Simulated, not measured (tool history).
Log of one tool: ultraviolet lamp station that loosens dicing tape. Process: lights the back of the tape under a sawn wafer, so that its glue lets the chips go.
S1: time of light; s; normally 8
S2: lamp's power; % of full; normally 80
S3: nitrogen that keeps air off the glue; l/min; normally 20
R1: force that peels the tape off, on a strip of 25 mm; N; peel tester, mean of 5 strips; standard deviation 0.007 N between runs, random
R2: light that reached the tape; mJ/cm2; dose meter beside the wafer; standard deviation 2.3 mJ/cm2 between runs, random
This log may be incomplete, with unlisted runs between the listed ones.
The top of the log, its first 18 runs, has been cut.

run 19 hour=331.0 | S1=8 S2=67 S3=20 | R1=0.706 R2=135
run 20 hour=349.9 | S1=5 S2=64 S3=14 | R1=2.210 R2=81
run 21 hour=367.3 | S1=11 S2=80 S3=10 | R1=0.391 R2=218
run 22 hour=386.0 | S1=11 S2=80 S3=10 | R1=0.415 R2=215
run 23 hour=408.0 | S1=5 S2=84 S3=18 | R1=1.388 R2=97
run 24 hour=418.4 | S1=12 S2=78 S3=12 | R1=0.314 R2=223
-- hour=424.7 window cleaned of glue's vapour
run 25 hour=436.0 | S1=15 S2=95 S3=20 | R1=0.117 R2=385
run 26 hour=447.0 | S1=15 S2=95 S3=28 | R1=0.125 R2=386
run 27 hour=469.6 | S1=7 S2=77 S3=18 | R1=0.696 R2=140
run 28 hour=480.9 | S1=8 S2=60 S3=12 | R1=1.138 R2=127
run 29 hour=493.8 | S1=8 S2=93 S3=37 | R1=0.215 R2=193
run 30 hour=516.6 | S1=6 S2=92 S3=7 | R1=1.261 R2=140
run 31 hour=539.5 | S1=5 S2=88 S3=6 | R1=2.035 R2=109
run 32 hour=550.8 | S1=12 S2=85 S3=7 | R1=0.347 R2=258
run 33 hour=571.7 | S1=12 S2=85 S3=7 | R1=0.364 R2=256
run 34 hour=588.8 | S1=16 S2=85 S3=7 | R1=0.188 R2=330
run 35 hour=609.9 | S1=16 S2=85 S3=7 | R1=0.192 R2=327
run 36 hour=625.0 | S1=16 S2=85 S3=7 | R1=0.197 R2=329
run 37 hour=646.9 | S1=9 S2=88 S3=7 | R1=0.735 R2=185
run 38 hour=662.3 | S1=11 S2=67 S3=33 | R1=0.308 R2=171

What if the next run were any one of these 3? Each begins from the tool's condition after run 38:
run A hour=679.4 | S1=7 S2=67 S3=9 | R1=? R2=?
run B hour=679.4 | S1=15 S2=90 S3=8 | R1=? R2=?
run C hour=679.4 | S1=8 S2=79 S3=20 | R1=? R2=?

run=A R1=1.691 R2=109
run=B R1=0.205 R2=311
run=C R1=0.595 R2=144
With no hidden state in the tool, these same runs would have given:
run=A R1=0.858 R2=159
run=B R1=0.127 R2=454
run=C R1=0.242 R2=211
